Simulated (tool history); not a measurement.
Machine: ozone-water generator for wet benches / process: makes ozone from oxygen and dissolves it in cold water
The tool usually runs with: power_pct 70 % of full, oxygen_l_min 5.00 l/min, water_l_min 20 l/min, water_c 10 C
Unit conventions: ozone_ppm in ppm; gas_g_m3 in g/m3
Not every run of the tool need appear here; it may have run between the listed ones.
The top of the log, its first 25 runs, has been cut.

run     day  power_pct  oxygen_l_min  water_l_min  water_c  hours of work since the electrodes were changed  hours of work since the contactor was cleaned  hours of work since the thermometer was calibrated  ozone_ppm  gas_g_m3
 26  29.571         49          5.00           15       10                                             1629                                           4938                                                 672       15.9     103.0
 27  30.508         70          3.72           19        6                                             1651                                           4959                                                 693       17.1     158.2
 28  31.708         70          3.72           19        6                                             1678                                           4986                                                 720       16.9     159.7
 29  33.279         96          5.34           20       10                                             1713                                           5022                                                 756       22.6     180.6
 30  34.758         56          2.56           20        7                                             1747                                           5056                                                 789       11.5     149.1
 31  35.725         56          2.56           20        7                                             1769                                           5078                                                 811       11.3     150.2
 32  37.096         98          4.82           14        9                                             1800                                           5109                                                 842       30.8     193.2
 33  38.458         98          4.82           14        9                                             1831                                           5140                                                 873       30.5     191.1
 34  39.933         45          4.82           17        9                                             1865                                           5173                                                 907       13.3      97.0

3 options for the next run, each taken on its own from the tool as it stands now. Forecast them:
  A  40.575         68          4.10           29        9                                             1879                                           5188                                                 921          ?         ?
  B  40.575         68          4.82           17        9                                             1879                                           5188                                                 921          ?         ?
  C  40.575         60          3.93           26       10                                             1879                                           5188                                                 921          ?         ?

run  ozone_ppm  gas_g_m3
  A       10.7     147.1
  B       19.1     138.7
  C       10.5     135.4
With no hidden state in the tool, these same runs would have given:
run  ozone_ppm  gas_g_m3
  A       11.2     149.5
  B       19.8     141.0
  C       10.9     137.4

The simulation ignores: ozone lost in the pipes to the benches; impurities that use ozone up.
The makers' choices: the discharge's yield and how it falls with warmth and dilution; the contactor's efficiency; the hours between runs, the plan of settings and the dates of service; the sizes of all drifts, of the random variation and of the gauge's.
